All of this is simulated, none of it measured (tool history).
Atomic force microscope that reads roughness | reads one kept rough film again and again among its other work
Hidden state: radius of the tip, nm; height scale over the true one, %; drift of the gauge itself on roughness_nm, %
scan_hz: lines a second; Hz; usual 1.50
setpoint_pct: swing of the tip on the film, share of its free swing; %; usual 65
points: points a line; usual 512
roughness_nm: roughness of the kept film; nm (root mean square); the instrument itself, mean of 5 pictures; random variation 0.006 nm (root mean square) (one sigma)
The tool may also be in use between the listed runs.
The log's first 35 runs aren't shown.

run   hour  scan_hz  setpoint_pct  points  pictures with this tip  hours of work since the height scale was calibrated  roughness_nm
 36  231.5     0.56            72     711                      15                                                   22         2.056
 37  236.5     0.56            60     711                      25                                                   25         2.063
 38  241.5     1.06            75     858                      35                                                   29         1.961
 39  247.0     0.51            59     546                      46                                                   33         2.035
 40  253.1     2.44            65     258                      58                                                   37         1.886
     257.3  -- new tip fitted
 41  261.4     2.44            65     258                       8                                                   43         1.942
 42  268.5     1.61            86     286                      22                                                   48         1.790
 43  276.3     0.58            68     916                      38                                                   53         2.035
 44  284.5     2.70            60     595                      54                                                   59         1.929
     290.8  -- new tip fitted
 45  292.1     1.48            65     558                       3                                                   64         2.024

Forecast each of these 4 alternatives for the next run:
  A  299.0     1.48            67     558                      16                                                   69             ?
  B  299.0     1.32            56     684                      16                                                   69             ?
  C  299.0     1.55            74     478                      16                                                   69             ?
  D  299.0     2.68            63     362                      16                                                   69             ?

run  roughness_nm
  A         1.989
  B         2.060
  C         1.922
  D         1.944
Without the tool's hidden state the same runs would have given:
run  roughness_nm
  A         2.015
  B         2.087
  C         1.947
  D         1.969
